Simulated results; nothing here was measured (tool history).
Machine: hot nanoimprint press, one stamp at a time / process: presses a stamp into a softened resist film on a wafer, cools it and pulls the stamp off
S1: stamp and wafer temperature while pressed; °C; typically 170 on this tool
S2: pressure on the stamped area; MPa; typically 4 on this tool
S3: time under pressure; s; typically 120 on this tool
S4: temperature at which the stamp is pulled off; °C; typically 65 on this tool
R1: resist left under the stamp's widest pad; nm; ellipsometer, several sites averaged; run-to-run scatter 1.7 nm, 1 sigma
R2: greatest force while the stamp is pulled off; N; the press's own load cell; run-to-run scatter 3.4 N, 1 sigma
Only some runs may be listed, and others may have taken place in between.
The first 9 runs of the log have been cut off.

run,hour,S1,S2,S3,S4,R1,R2
10,183.3,170,4,120,65,265.3,163
11,209.2,168,4,120,65,282.8,165
12,229.4,168,4,120,65,283.7,162
13,253.6,168,4,120,65,281.1,167
14,276.9,168,4,120,65,284.5,164
15,288.7,168,4,120,65,283.2,159
16,303.9,180,4.6,130,71,168.7,149
17,325.4,180,4.6,130,71,166.8,143
# hour 341.3: stamp cleaned and given a new release coat
18,348,169,4,120,65,271.4,161
19,374.2,169,4,120,59,271.3,169
20,393.1,170,4,120,72,262,136
21,410.6,170,4,120,72,261.5,136
22,428.3,170,4,120,72,263,142
23,456.3,170,4,112,63,271.5,169
24,478.6,170,4,112,63,267.7,168
25,506.7,165,3.12,180,73,316.2,137
26,533.4,165,3.12,180,73,317.3,140
27,553.9,165,3.12,180,73,312.7,137
28,575.6,176,6.01,180,73,142.9,137
29,592.6,170,4,203,65,218.3,154
30,609.8,162,3.87,186,70,310.5,148

Predict each of these 3 candidate next runs independently; none follows another, all start after run 30:
A,638.2,164,4,140,51,?,?
B,638.2,170,4,73,58,?,?
C,638.2,170,4,120,63,?,?

run,R1,R2
A,307.8,199
B,312.8,182
C,262.4,163
With the hidden condition removed and each run's random variation left untouched, the same runs would have given:
run,R1,R2
A,307.6,199
B,312.7,182
C,262.3,163
